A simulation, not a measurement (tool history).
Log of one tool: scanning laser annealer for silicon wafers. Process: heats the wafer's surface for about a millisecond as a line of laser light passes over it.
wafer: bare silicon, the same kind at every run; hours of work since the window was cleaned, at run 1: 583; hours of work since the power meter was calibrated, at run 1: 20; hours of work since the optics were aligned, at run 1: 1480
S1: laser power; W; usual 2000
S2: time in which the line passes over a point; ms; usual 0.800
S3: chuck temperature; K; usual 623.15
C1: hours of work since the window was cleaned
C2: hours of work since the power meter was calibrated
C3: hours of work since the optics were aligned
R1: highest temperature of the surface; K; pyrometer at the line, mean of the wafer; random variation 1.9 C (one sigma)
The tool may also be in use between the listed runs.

Run 1, day 0.000: usual settings; C1 583; C2 20; C3 1480. Result: R1 1375.15 K.
Run 2, day 0.304: usual settings; C1 587; C2 24; C3 1484. Result: R1 1374.15 K.
Run 3, day 0.679: usual settings; C1 592; C2 30; C3 1489. Result: R1 1372.15 K.
Run 4, day 1.088: usual settings; C1 598; C2 35; C3 1495. Result: R1 1371.15 K.
Run 5, day 1.408: usual settings; C1 602; C2 39; C3 1499. Result: R1 1373.15 K.
Run 6, day 1.846: usual settings; C1 608; C2 45; C3 1505. Result: R1 1371.15 K.
Run 7, day 2.125: usual settings but S2 0.678 ms; C1 612; C2 49; C3 1509. Result: R1 1320.15 K.
Run 8, day 2.400: usual settings but S2 0.678 ms; C1 615; C2 53; C3 1512. Result: R1 1318.15 K.
Run 9, day 2.775: usual settings but S1 1765 W; C1 620; C2 58; C3 1517. Result: R1 1255.15 K.
Run 10, day 3.104: usual settings but S1 1765 W; C1 625; C2 62; C3 1522. Result: R1 1257.15 K.
Run 11, day 3.329: usual settings but S1 1765 W; C1 628; C2 65; C3 1525. Result: R1 1259.15 K.
Run 12, day 3.742: usual settings but S1 1765 W; C1 633; C2 70; C3 1530. Result: R1 1256.15 K.
Run 13, day 3.983: usual settings but S1 1765 W; C1 637; C2 74; C3 1534. Result: R1 1258.15 K.
Run 14, day 4.462: usual settings but S1 1765 W; C1 643; C2 80; C3 1540. Result: R1 1259.15 K.
Run 15, day 4.717: usual settings but S1 1765 W; C1 646; C2 84; C3 1543. Result: R1 1255.15 K.
Run 16, day 4.958: usual settings but S1 1765 W; C1 650; C2 87; C3 1547. Result: R1 1256.15 K.
Run 17, day 5.296: usual settings but S1 2118 W, S2 0.630 ms, S3 592.15 K; C1 654; C2 91; C3 1551. Result: R1 1319.15 K.
Run 18, day 5.646: usual settings but S1 2118 W, S2 0.630 ms, S3 592.15 K; C1 659; C2 96; C3 1556. Result: R1 1317.15 K.
Run 19, day 5.850: usual settings but S1 1711 W, S3 592.15 K; C1 662; C2 99; C3 1559. Result: R1 1197.15 K.
At day 6.017: laser's power meter calibrated.
Run 20, day 6.350: usual settings but S1 1711 W, S3 592.15 K; C1 667; C2 4; C3 1564. Result: R1 1201.15 K.
Run 21, day 6.721: usual settings but S1 1913 W, S2 0.969 ms, S3 635.15 K; C1 672; C2 9; C3 1569. Result: R1 1398.15 K.
Run 22, day 7.179: usual settings but S1 1913 W, S2 0.969 ms, S3 635.15 K; C1 678; C2 16; C3 1575. Result: R1 1397.15 K.
Run 23, day 7.421: usual settings but S1 1900 W, S2 0.586 ms, S3 652.15 K; C1 681; C2 19; C3 1578. Result: R1 1261.15 K.
Run 24, day 7.625: usual settings but S1 2098 W, S2 0.755 ms, S3 652.15 K; C1 684; C2 21; C3 1581. Result: R1 1427.15 K.
Run 25, day 7.992: usual settings but S2 0.816 ms, S3 632.15 K; C1 689; C2 26; C3 1586. Result: R1 1386.15 K.
Run 26, day 8.246: usual settings but S2 0.816 ms, S3 632.15 K; C1 692; C2 30; C3 1589. Result: R1 1384.15 K.
Run 27, day 8.479: usual settings but S1 2122 W, S2 0.928 ms, S3 657.15 K; C1 695; C2 33; C3 1592. Result: R1 1519.15 K.
At day 8.683: laser's power meter calibrated, once more.
Run 28, day 9.042: usual settings but S3 660.15 K; C1 701; C2 5; C3 1598. Result: R1 1409.15 K.
Run 29, day 9.446: usual settings but S1 1843 W, S2 0.905 ms, S3 593.15 K; C1 706; C2 10; C3 1603. Result: R1 1300.15 K.
Run 30, day 9.667: usual settings but S1 1914 W, S2 0.721 ms, S3 624.15 K; C1 709; C2 13; C3 1606. Result: R1 1298.15 K.
Run 31, day 10.104: usual settings but S1 2049 W, S2 0.584 ms, S3 624.15 K; C1 715; C2 19; C3 1612. Result: R1 1296.15 K.
Run 32, day 10.396: usual settings but S1 2076 W, S2 0.584 ms, S3 638.15 K; C1 719; C2 23; C3 1616. Result: R1 1323.15 K.

Forecast each of these 5 alternatives for the next run:
Run A, day 10.712: usual settings but S1 2162 W, S2 0.746 ms; C1 723; C2 27; C3 1620. Result: R1 ?.
Run B, day 10.712: usual settings but S1 2076 W, S2 0.584 ms, S3 593.15 K; C1 723; C2 27; C3 1620. Result: R1 ?.
Run C, day 10.712: usual settings but S1 1982 W, S2 0.861 ms; C1 723; C2 27; C3 1620. Result: R1 ?.
Run D, day 10.712: usual settings but S1 1920 W, S2 0.584 ms, S3 644.15 K; C1 723; C2 27; C3 1620. Result: R1 ?.
Run E, day 10.712: usual settings but S1 2076 W, S2 0.657 ms, S3 589.15 K; C1 723; C2 27; C3 1620. Result: R1 ?.

run       R1
  A  1423.15
  B  1278.15
  C  1380.15
  D  1260.15
  E  1306.15
Without the tool's hidden state the same runs would have given:
run       R1
  A  1481.15
  B  1327.15
  C  1435.15
  D  1305.15
  E  1358.15
